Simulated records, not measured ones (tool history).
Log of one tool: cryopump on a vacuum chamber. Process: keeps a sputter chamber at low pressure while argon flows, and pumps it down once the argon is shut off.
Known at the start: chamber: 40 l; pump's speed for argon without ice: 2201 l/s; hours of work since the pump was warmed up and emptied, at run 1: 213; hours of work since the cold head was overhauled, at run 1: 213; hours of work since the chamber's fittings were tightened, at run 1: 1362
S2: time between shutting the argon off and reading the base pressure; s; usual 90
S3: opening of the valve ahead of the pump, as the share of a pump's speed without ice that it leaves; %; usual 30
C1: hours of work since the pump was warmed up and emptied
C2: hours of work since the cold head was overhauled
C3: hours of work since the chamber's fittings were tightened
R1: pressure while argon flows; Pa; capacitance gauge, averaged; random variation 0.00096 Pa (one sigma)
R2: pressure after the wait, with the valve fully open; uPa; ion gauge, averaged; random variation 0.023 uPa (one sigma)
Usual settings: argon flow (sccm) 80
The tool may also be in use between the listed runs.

{"run": 1, "day": 0.0, "argon flow (sccm)": 80, "S2": 90, "S3": 30, "C1": 213, "C2": 213, "C3": 1362, "R1": 0.2077, "R2": 2.28}
{"run": 2, "day": 0.692, "argon flow (sccm)": 80, "S2": 90, "S3": 30, "C1": 224, "C2": 224, "C3": 1373, "R1": 0.2075, "R2": 2.28}
{"run": 3, "day": 1.762, "argon flow (sccm)": 80, "S2": 90, "S3": 30, "C1": 242, "C2": 242, "C3": 1391, "R1": 0.2089, "R2": 2.27}
{"run": 4, "day": 2.717, "argon flow (sccm)": 80, "S2": 90, "S3": 30, "C1": 258, "C2": 258, "C3": 1407, "R1": 0.2072, "R2": 2.26}
{"run": 5, "day": 3.833, "argon flow (sccm)": 50, "S2": 90, "S3": 30, "C1": 277, "C2": 277, "C3": 1426, "R1": 0.1314, "R2": 2.35}
{"run": 6, "day": 5.112, "argon flow (sccm)": 50, "S2": 90, "S3": 30, "C1": 299, "C2": 299, "C3": 1448, "R1": 0.1302, "R2": 2.41}
{"run": 7, "day": 6.15, "argon flow (sccm)": 50, "S2": 90, "S3": 30, "C1": 316, "C2": 316, "C3": 1465, "R1": 0.1308, "R2": 2.43}
{"run": 8, "day": 6.921, "argon flow (sccm)": 34, "S2": 90, "S3": 30, "C1": 329, "C2": 329, "C3": 1478, "R1": 0.0898, "R2": 2.4}
{"day": 7.45, "done": "leaking fittings of the chamber tightened, without venting"}
{"run": 9, "day": 7.867, "argon flow (sccm)": 34, "S2": 90, "S3": 30, "C1": 343, "C2": 343, "C3": 7, "R1": 0.0888, "R2": 0.78}
{"run": 10, "day": 8.929, "argon flow (sccm)": 34, "S2": 90, "S3": 30, "C1": 361, "C2": 361, "C3": 25, "R1": 0.0886, "R2": 0.85}
{"run": 11, "day": 9.538, "argon flow (sccm)": 80, "S2": 90, "S3": 30, "C1": 371, "C2": 371, "C3": 35, "R1": 0.21, "R2": 0.85}
{"run": 12, "day": 10.479, "argon flow (sccm)": 80, "S2": 90, "S3": 30, "C1": 387, "C2": 387, "C3": 51, "R1": 0.2098, "R2": 0.92}
{"run": 13, "day": 11.217, "argon flow (sccm)": 80, "S2": 90, "S3": 30, "C1": 400, "C2": 400, "C3": 63, "R1": 0.2105, "R2": 0.93}
{"run": 14, "day": 12.492, "argon flow (sccm)": 85, "S2": 90, "S3": 30, "C1": 421, "C2": 421, "C3": 85, "R1": 0.2248, "R2": 0.94}
{"run": 15, "day": 13.6, "argon flow (sccm)": 85, "S2": 90, "S3": 30, "C1": 440, "C2": 440, "C3": 103, "R1": 0.2226, "R2": 0.94}
{"run": 16, "day": 14.342, "argon flow (sccm)": 85, "S2": 90, "S3": 30, "C1": 452, "C2": 452, "C3": 116, "R1": 0.2234, "R2": 0.93}
{"run": 17, "day": 15.225, "argon flow (sccm)": 80, "S2": 46, "S3": 30, "C1": 467, "C2": 467, "C3": 131, "R1": 0.2115, "R2": 1.66}
{"run": 18, "day": 16.317, "argon flow (sccm)": 80, "S2": 85, "S3": 30, "C1": 486, "C2": 486, "C3": 149, "R1": 0.2111, "R2": 1.03}
{"run": 19, "day": 17.342, "argon flow (sccm)": 80, "S2": 85, "S3": 30, "C1": 503, "C2": 503, "C3": 166, "R1": 0.2123, "R2": 1.09}
{"run": 20, "day": 18.0, "argon flow (sccm)": 44, "S2": 58, "S3": 40, "C1": 514, "C2": 514, "C3": 177, "R1": 0.088, "R2": 1.4}
{"run": 21, "day": 18.846, "argon flow (sccm)": 135, "S2": 90, "S3": 29, "C1": 528, "C2": 528, "C3": 192, "R1": 0.3704, "R2": 1.05}
{"run": 22, "day": 19.475, "argon flow (sccm)": 135, "S2": 90, "S3": 29, "C1": 539, "C2": 539, "C3": 202, "R1": 0.3702, "R2": 1.08}
{"run": 23, "day": 20.162, "argon flow (sccm)": 83, "S2": 29, "S3": 26, "C1": 550, "C2": 550, "C3": 214, "R1": 0.2531, "R2": 2.58}
{"run": 24, "day": 21.071, "argon flow (sccm)": 40, "S2": 29, "S3": 26, "C1": 565, "C2": 565, "C3": 229, "R1": 0.1222, "R2": 2.49}
{"run": 25, "day": 21.621, "argon flow (sccm)": 80, "S2": 22, "S3": 17, "C1": 575, "C2": 575, "C3": 238, "R1": 0.3698, "R2": 3.14}
{"run": 26, "day": 22.404, "argon flow (sccm)": 138, "S2": 90, "S3": 30, "C1": 588, "C2": 588, "C3": 251, "R1": 0.3677, "R2": 1.15}
{"run": 27, "day": 22.992, "argon flow (sccm)": 84, "S2": 174, "S3": 43, "C1": 598, "C2": 598, "C3": 261, "R1": 0.1599, "R2": 0.78}
{"run": 28, "day": 24.2, "argon flow (sccm)": 55, "S2": 27, "S3": 21, "C1": 618, "C2": 618, "C3": 282, "R1": 0.2064, "R2": 2.8}
{"run": 29, "day": 25.088, "argon flow (sccm)": 49, "S2": 26, "S3": 32, "C1": 633, "C2": 633, "C3": 297, "R1": 0.1231, "R2": 2.89}
{"run": 30, "day": 26.121, "argon flow (sccm)": 49, "S2": 26, "S3": 32, "C1": 650, "C2": 650, "C3": 314, "R1": 0.1238, "R2": 2.91}
{"run": 31, "day": 27.338, "argon flow (sccm)": 62, "S2": 90, "S3": 30, "C1": 671, "C2": 671, "C3": 334, "R1": 0.1651, "R2": 1.23}
{"run": 32, "day": 28.275, "argon flow (sccm)": 62, "S2": 31, "S3": 25, "C1": 687, "C2": 687, "C3": 350, "R1": 0.1964, "R2": 2.56}
{"run": 33, "day": 29.592, "argon flow (sccm)": 137, "S2": 25, "S3": 17, "C1": 709, "C2": 709, "C3": 372, "R1": 0.6336, "R2": 3.14}
{"run": 34, "day": 30.912, "argon flow (sccm)": 60, "S2": 90, "S3": 30, "C1": 731, "C2": 731, "C3": 395, "R1": 0.1613, "R2": 1.34}

4 ways to go on from here, each from the tool as it stands after run 34. What would each give?
{"run": "A", "day": 31.525, "argon flow (sccm)": 60, "S2": 90, "S3": 30, "C1": 741, "C2": 741, "C3": 405, "R1": "?", "R2": "?"}
{"run": "B", "day": 31.525, "argon flow (sccm)": 70, "S2": 276, "S3": 20, "C1": 741, "C2": 741, "C3": 405, "R1": "?", "R2": "?"}
{"run": "C", "day": 31.525, "argon flow (sccm)": 52, "S2": 90, "S3": 30, "C1": 741, "C2": 741, "C3": 405, "R1": "?", "R2": "?"}
{"run": "D", "day": 31.525, "argon flow (sccm)": 60, "S2": 131, "S3": 16, "C1": 741, "C2": 741, "C3": 405, "R1": "?", "R2": "?"}

run=A R1=0.1596 R2=1.28
run=B R1=0.2793 R2=0.83
run=C R1=0.139 R2=1.37
run=D R1=0.2946 R2=1.09
Without the tool's hidden state the same runs would have given:
run=A R1=0.152 R2=0.79
run=B R1=0.2704 R2=0.34
run=C R1=0.1324 R2=0.87
run=D R1=0.2871 R2=0.59
